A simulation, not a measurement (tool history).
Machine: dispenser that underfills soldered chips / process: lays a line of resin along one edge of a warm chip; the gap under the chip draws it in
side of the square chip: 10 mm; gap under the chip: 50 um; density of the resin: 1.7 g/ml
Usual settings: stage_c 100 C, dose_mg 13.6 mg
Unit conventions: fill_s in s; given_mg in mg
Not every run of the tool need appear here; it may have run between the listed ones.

Run 1, hour 0: usual settings. Result: fill_s 65.2 s, given_mg 13.6 mg.
At hour 4.5: new syringe of resin.
Run 2, hour 7.3: usual settings. Result: fill_s 52.8 s, given_mg 13.51 mg.
Run 3, hour 13.2: usual settings but stage_c 88 C. Result: fill_s 113.9 s, given_mg 13.41 mg.
At hour 18: new syringe of resin.
Run 4, hour 18.9: usual settings but stage_c 88 C. Result: fill_s 84.7 s, given_mg 13.49 mg.
Run 5, hour 30.3: usual settings but stage_c 88 C. Result: fill_s 131.4 s, given_mg 13.4 mg.
At hour 31.8: new syringe of resin.
Run 6, hour 39.3: usual settings but stage_c 88 C. Result: fill_s 108.1 s, given_mg 13.15 mg.
At hour 45.7: new syringe of resin.
Run 7, hour 49.7: usual settings but stage_c 88 C. Result: fill_s 94.5 s, given_mg 13.17 mg.
Run 8, hour 56.3: usual settings. Result: fill_s 70.2 s, given_mg 13.16 mg.
At hour 59.6: new syringe of resin.
Run 9, hour 64.8: usual settings. Result: fill_s 56.7 s, given_mg 12.93 mg.
At hour 73.2: new syringe of resin.
Run 10, hour 74.9: usual settings. Result: fill_s 49.4 s, given_mg 12.96 mg.
At hour 79.9: dispensing valve cleaned and set on the balance.
Run 11, hour 83.8: usual settings but dose_mg 12 mg. Result: fill_s 67.3 s, given_mg 11.9 mg.
At hour 88.4: new syringe of resin.
Run 12, hour 89.3: usual settings but dose_mg 12 mg. Result: fill_s 47.9 s, given_mg 11.96 mg.
At hour 101.8: new syringe of resin.
Run 13, hour 101.8: usual settings but stage_c 87 C, dose_mg 16.5 mg. Result: fill_s 82.4 s, given_mg 16.17 mg.
Run 14, hour 109.4: usual settings but stage_c 87 C, dose_mg 16.5 mg. Result: fill_s 112.5 s, given_mg 16.16 mg.
At hour 115: new syringe of resin.
Run 15, hour 117.8: usual settings but stage_c 113 C, dose_mg 17.3 mg. Result: fill_s 27.9 s, given_mg 16.81 mg.
Run 16, hour 125.2: usual settings but stage_c 112 C. Result: fill_s 40.8 s, given_mg 13.13 mg.
At hour 128.7: new syringe of resin.
Run 17, hour 133.8: usual settings but stage_c 112 C. Result: fill_s 32.8 s, given_mg 13.07 mg.
At hour 142.2: new syringe of resin.
Run 18, hour 146.4: usual settings but stage_c 96 C, dose_mg 16.2 mg. Result: fill_s 65 s, given_mg 15.55 mg.
At hour 155.5: new syringe of resin.
Run 19, hour 157: usual settings but stage_c 113 C, dose_mg 14.2 mg. Result: fill_s 26.8 s, given_mg 13.54 mg.
Run 20, hour 165.6: usual settings but stage_c 87 C, dose_mg 17.2 mg. Result: fill_s 125.7 s, given_mg 16.31 mg.
At hour 169.2: dispensing valve cleaned and set on the balance.
At hour 170.4: new syringe of resin.
Run 21, hour 172.8: usual settings but stage_c 102 C, dose_mg 12.7 mg. Result: fill_s 45.2 s, given_mg 12.8 mg.
At hour 184.4: new syringe of resin.
Run 22, hour 185.2: usual settings but stage_c 113 C, dose_mg 14.3 mg. Result: fill_s 25.9 s, given_mg 14.15 mg.

3 options for the next run, each taken on its own from the tool as it stands now. Forecast them:
Run A, hour 192.4: usual settings but stage_c 93 C, dose_mg 12.6 mg. Result: fill_s ?, given_mg ?.
Run B, hour 192.4: usual settings but stage_c 110 C, dose_mg 15.5 mg. Result: fill_s ?, given_mg ?.
Run C, hour 192.4: usual settings but stage_c 113 C. Result: fill_s ?, given_mg ?.

run  fill_s  given_mg
  A    86.5     12.49
  B    39.1     15.36
  C    35.1      13.4
With no hidden state in the tool, these same runs would have given:
run  fill_s  given_mg
  A    64.7     12.62
  B    29.1     15.53
  C    26.3     13.54

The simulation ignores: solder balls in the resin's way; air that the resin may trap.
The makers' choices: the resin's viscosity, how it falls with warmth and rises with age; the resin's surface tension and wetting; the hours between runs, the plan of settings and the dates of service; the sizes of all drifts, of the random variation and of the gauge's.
